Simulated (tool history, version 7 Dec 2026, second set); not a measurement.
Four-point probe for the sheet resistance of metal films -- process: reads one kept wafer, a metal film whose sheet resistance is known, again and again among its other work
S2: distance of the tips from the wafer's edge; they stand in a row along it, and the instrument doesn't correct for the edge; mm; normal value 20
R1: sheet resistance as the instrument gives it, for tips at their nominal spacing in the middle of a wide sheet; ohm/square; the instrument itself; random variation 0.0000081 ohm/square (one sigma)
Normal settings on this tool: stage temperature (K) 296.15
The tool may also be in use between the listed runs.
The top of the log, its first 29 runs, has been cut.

{"run": 30, "hour": 505.2, "stage temperature (K)": 298.15, "S2": 9, "R1": 0.040452}
{"run": 31, "hour": 519.6, "stage temperature (K)": 300.15, "S2": 71, "R1": 0.040279}
{"run": 32, "hour": 535.3, "stage temperature (K)": 300.15, "S2": 71, "R1": 0.040295}
{"run": 33, "hour": 561.8, "stage temperature (K)": 305.15, "S2": 72, "R1": 0.04016}
{"run": 34, "hour": 582.6, "stage temperature (K)": 293.15, "S2": 7, "R1": 0.040665}
{"run": 35, "hour": 603.1, "stage temperature (K)": 297.15, "S2": 12, "R1": 0.04042}
{"run": 36, "hour": 627.3, "stage temperature (K)": 297.15, "S2": 12, "R1": 0.040426}
{"run": 37, "hour": 643.4, "stage temperature (K)": 305.15, "S2": 5, "R1": 0.040502}
{"run": 38, "hour": 656.0, "stage temperature (K)": 300.15, "S2": 21, "R1": 0.040316}
{"run": 39, "hour": 681.1, "stage temperature (K)": 303.15, "S2": 6, "R1": 0.040458}
{"run": 40, "hour": 696.0, "stage temperature (K)": 306.15, "S2": 17, "R1": 0.040147}
{"run": 41, "hour": 717.1, "stage temperature (K)": 304.15, "S2": 4, "R1": 0.040717}
{"run": 42, "hour": 730.7, "stage temperature (K)": 307.15, "S2": 5, "R1": 0.040455}
{"run": 43, "hour": 754.5, "stage temperature (K)": 296.15, "S2": 41, "R1": 0.040393}
{"run": 44, "hour": 779.4, "stage temperature (K)": 296.15, "S2": 41, "R1": 0.040403}

Here are 5 independent what-if runs from the current tool condition. What would each one return?
{"run": "A", "hour": 793.7, "stage temperature (K)": 305.15, "S2": 20, "R1": "?"}
{"run": "B", "hour": 793.7, "stage temperature (K)": 303.15, "S2": 49, "R1": "?"}
{"run": "C", "hour": 793.7, "stage temperature (K)": 296.15, "S2": 55, "R1": "?"}
{"run": "D", "hour": 793.7, "stage temperature (K)": 293.15, "S2": 8, "R1": "?"}
{"run": "E", "hour": 793.7, "stage temperature (K)": 295.15, "S2": 70, "R1": "?"}

run=A R1=0.040186
run=B R1=0.040217
run=C R1=0.040407
run=D R1=0.040612
run=E R1=0.04042
Without the tool's hidden state the same runs would have given:
run=A R1=0.040188
run=B R1=0.04022
run=C R1=0.04041
run=D R1=0.040614
run=E R1=0.040422
